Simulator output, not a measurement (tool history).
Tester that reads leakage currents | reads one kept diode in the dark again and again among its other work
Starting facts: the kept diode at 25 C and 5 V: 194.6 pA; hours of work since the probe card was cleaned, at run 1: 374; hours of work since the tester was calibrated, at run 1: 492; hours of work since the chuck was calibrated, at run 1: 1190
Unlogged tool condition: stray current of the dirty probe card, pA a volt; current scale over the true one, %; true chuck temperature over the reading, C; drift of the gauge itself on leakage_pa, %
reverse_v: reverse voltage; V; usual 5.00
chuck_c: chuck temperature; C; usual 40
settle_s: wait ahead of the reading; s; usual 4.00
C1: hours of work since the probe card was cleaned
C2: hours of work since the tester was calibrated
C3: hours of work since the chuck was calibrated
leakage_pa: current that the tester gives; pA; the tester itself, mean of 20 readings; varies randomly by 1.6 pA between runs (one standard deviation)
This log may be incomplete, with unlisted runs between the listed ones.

{"run": 1, "day": 0.0, "reverse_v": 5.0, "chuck_c": 40, "settle_s": 4.0, "C1": 374, "C2": 492, "C3": 1190, "leakage_pa": 581.93}
{"run": 2, "day": 0.921, "reverse_v": 5.0, "chuck_c": 40, "settle_s": 4.0, "C1": 386, "C2": 505, "C3": 1202, "leakage_pa": 582.63}
{"run": 3, "day": 2.304, "reverse_v": 5.0, "chuck_c": 40, "settle_s": 3.56, "C1": 405, "C2": 523, "C3": 1220, "leakage_pa": 582.86}
{"run": 4, "day": 3.3, "reverse_v": 5.0, "chuck_c": 40, "settle_s": 0.76, "C1": 418, "C2": 536, "C3": 1233, "leakage_pa": 584.48}
{"run": 5, "day": 4.375, "reverse_v": 5.0, "chuck_c": 47, "settle_s": 0.76, "C1": 432, "C2": 550, "C3": 1247, "leakage_pa": 921.64}
{"run": 6, "day": 5.708, "reverse_v": 5.0, "chuck_c": 40, "settle_s": 4.0, "C1": 450, "C2": 568, "C3": 1265, "leakage_pa": 583.99}
{"run": 7, "day": 6.642, "reverse_v": 5.0, "chuck_c": 40, "settle_s": 4.0, "C1": 462, "C2": 580, "C3": 1277, "leakage_pa": 582.8}
{"run": 8, "day": 7.462, "reverse_v": 5.0, "chuck_c": 40, "settle_s": 4.0, "C1": 473, "C2": 591, "C3": 1288, "leakage_pa": 587.02}
{"day": 7.671, "done": "chuck's temperature calibrated"}
{"run": 9, "day": 8.204, "reverse_v": 13.61, "chuck_c": 23, "settle_s": 0.44, "C1": 482, "C2": 600, "C3": 7, "leakage_pa": 252.52}
{"run": 10, "day": 9.412, "reverse_v": 13.61, "chuck_c": 28, "settle_s": 0.44, "C1": 497, "C2": 615, "C3": 23, "leakage_pa": 362.32}
{"run": 11, "day": 10.783, "reverse_v": 13.16, "chuck_c": 26, "settle_s": 0.33, "C1": 515, "C2": 634, "C3": 41, "leakage_pa": 313.26}
{"day": 10.958, "done": "chuck's temperature calibrated, once more"}
{"run": 12, "day": 12.296, "reverse_v": 13.16, "chuck_c": 26, "settle_s": 0.33, "C1": 534, "C2": 652, "C3": 18, "leakage_pa": 297.54}
{"run": 13, "day": 13.162, "reverse_v": 13.16, "chuck_c": 33, "settle_s": 0.33, "C1": 546, "C2": 664, "C3": 29, "leakage_pa": 488.1}
{"run": 14, "day": 14.583, "reverse_v": 5.0, "chuck_c": 40, "settle_s": 4.0, "C1": 565, "C2": 683, "C3": 48, "leakage_pa": 560.26}

Here are 4 independent what-if runs from the current tool condition. What would each one return?
{"run": "A", "day": 15.462, "reverse_v": 5.0, "chuck_c": 39, "settle_s": 4.0, "C1": 576, "C2": 694, "C3": 59, "leakage_pa": "?"}
{"run": "B", "day": 15.462, "reverse_v": 1.21, "chuck_c": 58, "settle_s": 2.39, "C1": 576, "C2": 694, "C3": 59, "leakage_pa": "?"}
{"run": "C", "day": 15.462, "reverse_v": 5.0, "chuck_c": 25, "settle_s": 2.39, "C1": 576, "C2": 694, "C3": 59, "leakage_pa": "?"}
{"run": "D", "day": 15.462, "reverse_v": 15.06, "chuck_c": 40, "settle_s": 4.0, "C1": 576, "C2": 694, "C3": 59, "leakage_pa": "?"}

run=A leakage_pa=526.80
run=B leakage_pa=1105.72
run=C leakage_pa=195.69
run=D leakage_pa=812.60
Take away the tool's hidden state, keep each run's random variation, and the runs would have read:
run=A leakage_pa=525.97
run=B leakage_pa=1104.61
run=C leakage_pa=195.08
run=D leakage_pa=810.42

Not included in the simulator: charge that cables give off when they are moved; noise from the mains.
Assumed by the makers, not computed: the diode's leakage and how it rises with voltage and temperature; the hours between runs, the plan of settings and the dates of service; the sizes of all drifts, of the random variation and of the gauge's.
